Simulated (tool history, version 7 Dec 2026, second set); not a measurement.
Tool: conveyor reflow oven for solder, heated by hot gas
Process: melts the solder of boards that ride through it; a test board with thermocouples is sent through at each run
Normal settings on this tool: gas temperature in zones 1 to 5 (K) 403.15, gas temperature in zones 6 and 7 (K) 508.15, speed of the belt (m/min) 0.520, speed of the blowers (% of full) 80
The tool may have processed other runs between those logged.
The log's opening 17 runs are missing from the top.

run,hour,gas temperature in zones 1 to 5 (K),gas temperature in zones 6 and 7 (K),speed of the belt (m/min),speed of the blowers (% of full),highest temperature of the board (K),time above the solder's melting point (s)
18,160.4,407.15,496.15,0.520,80,484.75,47.5
19,170.5,393.15,508.15,0.520,80,493.75,49.5
20,182.6,403.15,509.15,0.520,84,496.95,54.3
21,191.2,403.15,509.15,0.520,84,496.55,54.1
22,203.7,403.15,509.15,0.520,84,496.85,54.2
23,211.2,403.15,509.15,0.520,84,496.65,54.2
24,218.5,403.15,509.15,0.520,84,496.45,53.9
25,224.7,403.15,516.15,0.424,80,507.95,74.0
26,237.2,398.15,510.15,0.497,52,487.25,47.1
27,243.4,403.15,503.15,0.603,80,484.95,38.8
28,248.8,403.15,509.15,0.574,80,492.25,45.8
29,255.1,403.15,509.15,0.474,80,498.25,60.8
# hour 261.4: thermocouples of zones 6 and 7 changed
30,266.7,403.15,517.15,0.563,59,490.95,45.2
31,275.7,403.15,517.15,0.563,59,490.75,45.2

Forecast each of these 3 alternatives for the next run:
A,285.1,403.15,519.15,0.563,53,?,?
B,285.1,393.15,517.15,0.460,80,?,?
C,285.1,403.15,515.15,0.493,66,?,?

run,highest temperature of the board (K),time above the solder's melting point (s)
A,489.65,43.8
B,503.45,63.1
C,497.05,57.1
With the hidden condition removed and each run's random variation left untouched, the same runs would have given:
run,highest temperature of the board (K),time above the solder's melting point (s)
A,490.65,44.6
B,504.55,63.7
C,497.95,57.7

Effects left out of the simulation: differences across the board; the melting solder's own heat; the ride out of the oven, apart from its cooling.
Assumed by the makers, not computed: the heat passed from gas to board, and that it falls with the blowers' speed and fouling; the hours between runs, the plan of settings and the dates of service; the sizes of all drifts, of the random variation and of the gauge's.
